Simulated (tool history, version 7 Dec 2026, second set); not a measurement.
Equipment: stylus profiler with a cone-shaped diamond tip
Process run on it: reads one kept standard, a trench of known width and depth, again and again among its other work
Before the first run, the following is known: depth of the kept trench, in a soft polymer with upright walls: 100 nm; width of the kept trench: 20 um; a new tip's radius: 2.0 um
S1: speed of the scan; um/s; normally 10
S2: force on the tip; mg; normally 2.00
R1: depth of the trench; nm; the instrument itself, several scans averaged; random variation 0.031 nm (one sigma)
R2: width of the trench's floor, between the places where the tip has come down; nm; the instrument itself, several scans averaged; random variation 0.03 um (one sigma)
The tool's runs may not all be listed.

run 1 hour=0.0 | S1=10 S2=2.00 | R1=100.65 R2=18570
run 2 hour=18.8 | S1=10 S2=2.00 | R1=100.76 R2=18560
run 3 hour=51.3 | S1=2 S2=2.00 | R1=100.73 R2=18600
run 4 hour=69.6 | S1=2 S2=2.00 | R1=100.70 R2=18630
run 5 hour=94.9 | S1=2 S2=2.00 | R1=100.68 R2=18570
run 6 hour=113.8 | S1=10 S2=2.84 | R1=100.92 R2=18560
-- hour=116.9 height scale calibrated on a step standard
run 7 hour=141.1 | S1=10 S2=0.89 | R1=100.48 R2=18500
run 8 hour=171.7 | S1=24 S2=0.78 | R1=100.47 R2=18380
run 9 hour=194.4 | S1=28 S2=1.72 | R1=100.68 R2=18380
run 10 hour=228.5 | S1=28 S2=1.72 | R1=100.70 R2=18440
run 11 hour=259.0 | S1=2 S2=1.47 | R1=100.64 R2=18540
run 12 hour=285.4 | S1=2 S2=1.47 | R1=100.67 R2=18510

Each row is a separate what-if for the run after 12, all from the same tool condition, not one after another. Results?
-- hour=295.2 height scale calibrated on a step standard, once more
run A hour=324.6 | S1=28 S2=1.47 | R1=? R2=?
-- hour=295.2 height scale calibrated on a step standard, once more
run B hour=324.6 | S1=3 S2=1.20 | R1=? R2=?
-- hour=295.2 height scale calibrated on a step standard, once more
run C hour=324.6 | S1=4 S2=1.47 | R1=? R2=?
-- hour=295.2 height scale calibrated on a step standard, once more
run D hour=324.6 | S1=6 S2=5.61 | R1=? R2=?

run=A R1=100.52 R2=18360
run=B R1=100.53 R2=18570
run=C R1=100.50 R2=18560
run=D R1=101.22 R2=18520
With no hidden state in the tool, these same runs would have given:
run=A R1=100.50 R2=18560
run=B R1=100.51 R2=18770
run=C R1=100.48 R2=18760
run=D R1=101.20 R2=18730

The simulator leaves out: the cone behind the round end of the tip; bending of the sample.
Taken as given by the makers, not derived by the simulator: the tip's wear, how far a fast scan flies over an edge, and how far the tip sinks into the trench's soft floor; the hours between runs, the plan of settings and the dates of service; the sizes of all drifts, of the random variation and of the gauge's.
